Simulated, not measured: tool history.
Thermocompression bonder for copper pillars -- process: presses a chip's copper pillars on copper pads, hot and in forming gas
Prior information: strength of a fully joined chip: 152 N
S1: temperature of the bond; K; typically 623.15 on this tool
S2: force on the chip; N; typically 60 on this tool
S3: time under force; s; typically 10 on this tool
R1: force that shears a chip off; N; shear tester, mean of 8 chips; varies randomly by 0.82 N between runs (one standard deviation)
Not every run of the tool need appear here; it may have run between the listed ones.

Run 1, day 0.000: usual settings. Result: R1 65.3 N.
Run 2, day 0.512: usual settings. Result: R1 63.9 N.
Run 3, day 1.208: usual settings. Result: R1 65.3 N.
Run 4, day 1.804: usual settings. Result: R1 63.2 N.
Run 5, day 2.200: usual settings. Result: R1 64.2 N.
At day 2.625: forming gas filter changed.
Run 6, day 3.067: usual settings. Result: R1 63.9 N.
Run 7, day 3.862: usual settings. Result: R1 65.6 N.
Run 8, day 4.596: usual settings. Result: R1 65.1 N.
Run 9, day 5.188: usual settings. Result: R1 65.0 N.
Run 10, day 5.654: usual settings. Result: R1 65.1 N.
Run 11, day 6.204: usual settings. Result: R1 64.0 N.
Run 12, day 6.588: usual settings but S1 626.15 K, S2 62 N. Result: R1 67.0 N.
Run 13, day 7.367: usual settings but S1 636.15 K, S2 45 N, S3 30 s. Result: R1 90.6 N.
Run 14, day 7.896: usual settings but S1 636.15 K, S2 45 N, S3 30 s. Result: R1 92.5 N.
Run 15, day 8.679: usual settings but S1 620.15 K, S2 78 N, S3 14 s. Result: R1 79.6 N.
Run 16, day 9.325: usual settings but S1 652.15 K, S3 7 s. Result: R1 78.3 N.
Run 17, day 9.850: usual settings but S1 652.15 K, S3 7 s. Result: R1 77.7 N.
Run 18, day 10.533: usual settings but S1 634.15 K, S3 6 s. Result: R1 60.0 N.
Run 19, day 11.146: usual settings but S1 651.15 K, S3 19 s. Result: R1 102.1 N.
Run 20, day 11.754: usual settings but S1 641.15 K, S2 39 N, S3 19 s. Result: R1 77.6 N.
At day 12.308: forming gas filter changed.
Run 21, day 12.467: usual settings but S1 648.15 K, S2 75 N, S3 7 s. Result: R1 83.9 N.

Forecast each of these 4 alternatives for the next run:
Run A, day 12.867: usual settings but S1 616.15 K, S2 49 N, S3 24 s. Result: R1 ?.
Run B, day 12.867: usual settings but S3 9 s. Result: R1 ?.
Run C, day 12.867: usual settings but S1 649.15 K, S3 13 s. Result: R1 ?.
Run D, day 12.867: usual settings but S1 597.15 K, S2 42 N, S3 6 s. Result: R1 ?.

run    R1
  A  72.6
  B  61.8
  C  93.2
  D  29.2
With the hidden condition removed and each run's random variation left untouched, the same runs would have given:
run    R1
  A  72.6
  B  61.9
  C  93.3
  D  29.3

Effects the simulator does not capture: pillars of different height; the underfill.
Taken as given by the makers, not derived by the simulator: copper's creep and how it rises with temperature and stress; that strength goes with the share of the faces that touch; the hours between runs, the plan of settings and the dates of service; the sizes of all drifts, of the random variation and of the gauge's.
